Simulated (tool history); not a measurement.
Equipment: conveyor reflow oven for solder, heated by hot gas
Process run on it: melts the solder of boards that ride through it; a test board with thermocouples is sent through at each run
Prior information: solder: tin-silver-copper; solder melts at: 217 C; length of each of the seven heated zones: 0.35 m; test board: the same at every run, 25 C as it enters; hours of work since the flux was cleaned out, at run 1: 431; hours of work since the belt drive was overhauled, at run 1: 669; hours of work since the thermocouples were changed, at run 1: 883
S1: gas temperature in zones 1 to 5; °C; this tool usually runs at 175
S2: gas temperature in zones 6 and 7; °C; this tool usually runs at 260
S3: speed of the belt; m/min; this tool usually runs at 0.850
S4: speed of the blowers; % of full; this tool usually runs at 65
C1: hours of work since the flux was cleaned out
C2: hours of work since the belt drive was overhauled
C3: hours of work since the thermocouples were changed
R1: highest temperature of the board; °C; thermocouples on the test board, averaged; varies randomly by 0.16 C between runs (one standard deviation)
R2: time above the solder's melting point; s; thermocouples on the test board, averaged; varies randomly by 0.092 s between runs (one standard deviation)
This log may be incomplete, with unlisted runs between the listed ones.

run	hour	S1	S2	S3	S4	C1	C2	C3	R1	R2
1	0.0	175	260	0.850	65	431	669	883	242.4	32.56
2	24.7	175	260	0.850	65	444	683	897	242.3	32.46
3	59.1	175	260	0.850	65	464	702	916	242.6	32.39
4	99.2	175	260	0.850	65	486	724	938	242.2	32.38
# hour 124.5: flux residue cleaned out of gas plates and filters
5	139.5	175	260	0.850	65	8	744	958	243.8	33.57
6	166.3	175	260	0.850	61	23	759	973	242.6	32.76
7	191.5	168	260	0.850	61	37	773	987	241.5	30.30
8	211.9	168	260	0.850	61	48	784	998	241.5	30.20
9	240.8	175	260	0.851	65	65	800	1014	243.1	33.46
10	265.8	175	260	0.851	65	78	814	1028	243.3	33.42
11	304.0	175	260	0.851	65	100	835	1049	242.8	33.37
# hour 341.4: thermocouples of zones 6 and 7 changed
12	341.8	175	260	0.851	65	119	855	0	245.9	34.89
13	377.2	175	260	0.851	65	139	875	20	245.8	34.92
14	411.5	175	249	0.851	65	158	894	39	236.0	28.49
15	440.2	175	260	0.850	65	174	909	55	245.8	34.82
16	477.8	175	260	0.850	65	195	930	76	245.6	34.80
17	508.2	176	252	0.977	83	212	947	93	238.0	26.06
18	527.6	169	270	0.850	65	223	958	103	252.9	37.08
19	558.6	169	268	0.728	75	240	975	120	257.3	47.00
20	583.6	174	267	0.849	65	254	989	134	251.3	37.53
21	623.7	163	262	0.850	65	276	1011	157	244.6	31.63
# hour 630.5: belt drive overhauled, speed set with a stopwatch
22	651.1	163	265	0.850	65	289	11	170	247.7	33.76
23	684.9	163	265	0.850	65	308	30	188	247.9	33.46
24	703.0	183	269	0.857	65	318	40	198	254.5	41.27
# hour 732.9: belt drive overhauled, speed set with a stopwatch, once more
25	747.2	183	271	0.857	65	340	8	221	254.7	39.77
26	788.3	164	260	0.850	70	363	31	243	242.6	29.78
27	808.3	175	273	0.850	87	374	42	255	259.1	40.53
28	846.0	182	273	0.766	86	395	63	275	262.5	48.29
29	863.8	168	272	0.902	86	405	73	285	254.8	34.75
30	886.0	168	272	0.902	86	417	85	298	254.7	34.82
31	917.6	175	270	0.850	73	434	102	315	253.7	38.11

Alternative continuations, all from the tool just after run 31; predict every row:
A	936.3	174	249	0.850	64	445	113	326	?	?
B	936.3	175	270	0.842	73	445	113	326	?	?
C	936.3	175	270	1.008	73	445	113	326	?	?

run	R1	R2
A	233.7	25.27
B	254.2	38.49
C	247.9	28.85
Take away the tool's hidden state, keep each run's random variation, and the runs would have read:
run	R1	R2
A	235.9	27.53
B	256.7	39.70
C	250.7	30.34

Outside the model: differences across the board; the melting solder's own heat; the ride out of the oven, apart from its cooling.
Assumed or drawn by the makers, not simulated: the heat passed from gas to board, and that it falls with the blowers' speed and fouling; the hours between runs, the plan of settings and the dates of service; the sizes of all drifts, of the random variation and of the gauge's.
